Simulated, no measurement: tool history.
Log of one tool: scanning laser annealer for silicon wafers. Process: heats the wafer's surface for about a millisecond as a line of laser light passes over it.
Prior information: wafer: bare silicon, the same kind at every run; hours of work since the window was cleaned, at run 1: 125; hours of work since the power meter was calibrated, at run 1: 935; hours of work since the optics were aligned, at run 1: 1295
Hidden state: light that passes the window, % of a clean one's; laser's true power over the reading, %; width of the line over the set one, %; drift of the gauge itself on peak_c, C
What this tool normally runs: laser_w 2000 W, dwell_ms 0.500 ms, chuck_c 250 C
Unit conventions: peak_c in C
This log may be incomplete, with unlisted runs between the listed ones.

run    hour  laser_w  dwell_ms  chuck_c  hours of work since the window was cleaned  hours of work since the power meter was calibrated  hours of work since the optics were aligned  peak_c
  1     0.0     2000     0.500      250                                         125                                                 935                                         1295    1026
  2    39.2     2000     0.500      253                                         151                                                 962                                         1321    1026
  3    73.2     2000     0.465      250                                         174                                                 985                                         1344     996
  4   118.1     2000     0.465      250                                         204                                                1015                                         1374     993
  5   155.5     2000     0.541      250                                         229                                                1040                                         1399    1053
  6   187.7     2000     0.541      250                                         251                                                1062                                         1421    1050
  7   221.6     2000     0.541      250                                         274                                                1085                                         1444    1048
  8   268.2     2000     0.541      250                                         305                                                1116                                         1475    1049
  9   324.4     2000     0.541      250                                         343                                                1154                                         1513    1047
      338.2  -- optics aligned, line set to its width
 10   396.0     2000     0.541      250                                         388                                                1199                                           39    1049
 11   425.7     2000     0.541      250                                         408                                                1219                                           59    1048
 12   477.4     2000     0.541      250                                         443                                                1254                                           94    1047
 13   536.6     2000     0.500      275                                         483                                                1293                                          134    1039
 14   596.4     2000     0.500      275                                         523                                                1334                                          174    1033
      648.1  -- window over the wafer cleaned
 15   665.0     2000     0.500      275                                          11                                                1379                                          219    1061
 16   717.4     2000     0.500      275                                          47                                                1414                                          254    1059
 17   771.2     2000     0.500      250                                          83                                                1450                                          290    1033
 18   802.8     2000     0.500      250                                         104                                                1471                                          312    1032
 19   831.4     2000     0.404      250                                         123                                                1491                                          331     955
 20   869.5     2000     0.404      250                                         149                                                1516                                          356     953
 21   922.4     1998     0.404      241                                         185                                                1552                                          392     940
 22   958.5     2000     0.422      219                                         209                                                1576                                          416     935
 23  1000.7     2000     0.399      217                                         237                                                1605                                          445     912
 24  1049.6     2000     0.399      217                                         270                                                1638                                          478     911
 25  1102.2     2000     0.399      217                                         306                                                1673                                          513     908
 26  1147.6     2125     0.509      261                                         336                                                1704                                          544    1088
 27  1199.9     2125     0.512      224                                         372                                                1739                                          579    1052
 28  1257.0     2000     0.500      247                                         410                                                1777                                          617    1016
 29  1318.8     2000     0.500      247                                         452                                                1819                                          659    1015
 30  1358.0     2000     0.500      247                                         478                                                1845                                          685    1015
 31  1419.6     2000     0.500      247                                         520                                                1887                                          727    1011
 32  1462.8     2000     0.500      247                                         549                                                1916                                          756    1011
     1474.9  -- window over the wafer cleaned
 33  1521.2     2000     0.500      247                                          31                                                1954                                          794    1032
 34  1569.6     2018     0.417      223                                          64                                                1986                                          827     944
 35  1603.6     2055     0.512      250                                          87                                                2009                                          849    1060
 36  1653.7     2043     0.559      214                                         120                                                2043                                          883    1055
 37  1697.1     2043     0.559      214                                         150                                                2072                                          912    1056
 38  1732.0     2043     0.559      214                                         173                                                2096                                          936    1055
 39  1795.0     1705     0.458      250                                         216                                                2138                                          978     891
 40  1828.2     2164     0.402      250                                         238                                                2161                                         1001    1000

Predict each of these 5 candidate next runs independently; none follows another, all start after run 40:
  A  1872.1     1823     0.402      250                                         267                                                2190                                         1030       ?
  B  1872.1     1778     0.538      233                                         267                                                2190                                         1030       ?
  C  1872.1     1823     0.617      211                                         267                                                2190                                         1030       ?
  D  1872.1     1854     0.402      283                                         267                                                2190                                         1030       ?
  E  1872.1     1773     0.562      243                                         267                                                2190                                         1030       ?

run  peak_c
  A     887
  B     954
  C    1000
  D     931
  E     975
Take away the tool's hidden state, keep each run's random variation, and the runs would have read:
run  peak_c
  A     896
  B     964
  C    1011
  D     940
  E     986

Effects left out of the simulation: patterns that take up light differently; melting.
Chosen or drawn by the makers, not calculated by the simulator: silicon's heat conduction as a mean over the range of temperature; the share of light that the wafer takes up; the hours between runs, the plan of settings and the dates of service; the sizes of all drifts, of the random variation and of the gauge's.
